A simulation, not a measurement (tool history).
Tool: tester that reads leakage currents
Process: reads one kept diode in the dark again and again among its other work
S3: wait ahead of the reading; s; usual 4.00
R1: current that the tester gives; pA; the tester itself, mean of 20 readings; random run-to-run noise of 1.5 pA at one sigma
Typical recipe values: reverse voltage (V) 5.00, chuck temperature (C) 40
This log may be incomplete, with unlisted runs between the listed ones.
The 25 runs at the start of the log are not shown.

{"run": 26, "day": 49.075, "reverse voltage (V)": 5.0, "chuck temperature (C)": 40, "S3": 0.39, "R1": 575.64}
{"run": 27, "day": 50.488, "reverse voltage (V)": 11.24, "chuck temperature (C)": 27, "S3": 0.74, "R1": 369.59}
{"run": 28, "day": 51.679, "reverse voltage (V)": 11.24, "chuck temperature (C)": 27, "S3": 0.74, "R1": 373.08}
{"run": 29, "day": 53.55, "reverse voltage (V)": 11.24, "chuck temperature (C)": 27, "S3": 0.74, "R1": 375.6}
{"run": 30, "day": 55.304, "reverse voltage (V)": 11.24, "chuck temperature (C)": 37, "S3": 0.82, "R1": 745.82}
{"run": 31, "day": 56.671, "reverse voltage (V)": 5.0, "chuck temperature (C)": 21, "S3": 0.4, "R1": 154.81}
{"run": 32, "day": 58.738, "reverse voltage (V)": 5.42, "chuck temperature (C)": 55, "S3": 4.0, "R1": 1550.53}
{"run": 33, "day": 61.325, "reverse voltage (V)": 5.0, "chuck temperature (C)": 34, "S3": 4.0, "R1": 387.32}
{"run": 34, "day": 63.125, "reverse voltage (V)": 3.25, "chuck temperature (C)": 37, "S3": 0.62, "R1": 375.9}
{"day": 63.483, "done": "chuck's temperature calibrated"}
{"run": 35, "day": 65.542, "reverse voltage (V)": 18.41, "chuck temperature (C)": 59, "S3": 2.91, "R1": 3559.82}
{"run": 36, "day": 67.871, "reverse voltage (V)": 8.59, "chuck temperature (C)": 40, "S3": 5.43, "R1": 709.09}

Predict each of these 3 candidate next runs independently; none follows another, all start after run 36:
{"run": "A", "day": 69.796, "reverse voltage (V)": 8.59, "chuck temperature (C)": 39, "S3": 5.43, "R1": "?"}
{"run": "B", "day": 69.796, "reverse voltage (V)": 4.76, "chuck temperature (C)": 40, "S3": 5.43, "R1": "?"}
{"run": "C", "day": 69.796, "reverse voltage (V)": 3.56, "chuck temperature (C)": 59, "S3": 9.08, "R1": "?"}

run=A R1=663.47
run=B R1=510.68
run=C R1=1417.00
With the hidden condition removed and each run's random variation left untouched, the same runs would have given:
run=A R1=651.96
run=B R1=502.65
run=C R1=1399.76

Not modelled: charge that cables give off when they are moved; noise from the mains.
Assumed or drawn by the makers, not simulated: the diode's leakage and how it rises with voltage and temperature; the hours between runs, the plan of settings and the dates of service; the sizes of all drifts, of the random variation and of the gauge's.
